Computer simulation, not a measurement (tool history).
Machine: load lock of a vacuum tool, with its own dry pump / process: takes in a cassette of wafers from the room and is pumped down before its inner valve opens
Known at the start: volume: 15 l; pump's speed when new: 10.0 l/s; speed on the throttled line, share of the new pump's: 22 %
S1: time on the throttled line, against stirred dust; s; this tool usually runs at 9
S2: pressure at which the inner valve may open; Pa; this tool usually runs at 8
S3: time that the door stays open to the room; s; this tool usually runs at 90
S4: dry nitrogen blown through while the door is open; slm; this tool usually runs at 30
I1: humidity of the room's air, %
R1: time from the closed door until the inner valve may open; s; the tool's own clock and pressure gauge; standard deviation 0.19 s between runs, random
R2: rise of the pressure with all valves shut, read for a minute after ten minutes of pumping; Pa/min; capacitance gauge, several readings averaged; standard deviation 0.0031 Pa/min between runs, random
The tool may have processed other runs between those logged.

{"run": 1, "hour": 0.0, "S1": 9, "S2": 8, "S3": 90, "S4": 30, "I1": 46.8, "R1": 23.6, "R2": 0.317}
{"hour": 577.7, "done": "dry pump taken out, an overhauled one fitted"}
{"run": 2, "hour": 577.7, "S1": 9, "S2": 8, "S3": 90, "S4": 30, "I1": 41.7, "R1": 21, "R2": 0.358}
{"run": 3, "hour": 1211.2, "S1": 9, "S2": 8, "S3": 90, "S4": 30, "I1": 46.2, "R1": 21.4, "R2": 0.397}
{"run": 4, "hour": 1878.7, "S1": 11, "S2": 8, "S3": 90, "S4": 30, "I1": 41.1, "R1": 23.1, "R2": 0.447}
{"run": 5, "hour": 2466.9, "S1": 11, "S2": 8, "S3": 90, "S4": 30, "I1": 43.5, "R1": 23, "R2": 0.494}
{"hour": 2963.2, "done": "door's seal changed, seat wiped"}
{"run": 6, "hour": 2963.2, "S1": 9, "S2": 8, "S3": 90, "S4": 30, "I1": 46.4, "R1": 21.6, "R2": 0.061}
{"run": 7, "hour": 3278.0, "S1": 9, "S2": 8, "S3": 90, "S4": 30, "I1": 48.3, "R1": 21.9, "R2": 0.068}
{"run": 8, "hour": 3574.2, "S1": 16, "S2": 8, "S3": 90, "S4": 4, "I1": 47.3, "R1": 27.6, "R2": 0.108}

Forecast run 9:
{"run": 9, "hour": 4207.9, "S1": 16, "S2": 8, "S3": 90, "S4": 30, "I1": 45.6, "R1": "?", "R2": "?"}

{"run 9": {"R1": 27.6, "R2": 0.082}}
On a tool with no hidden condition, and with the same random variation, this run would have come out at R1 26.9 s, R2 0.054 Pa/min.
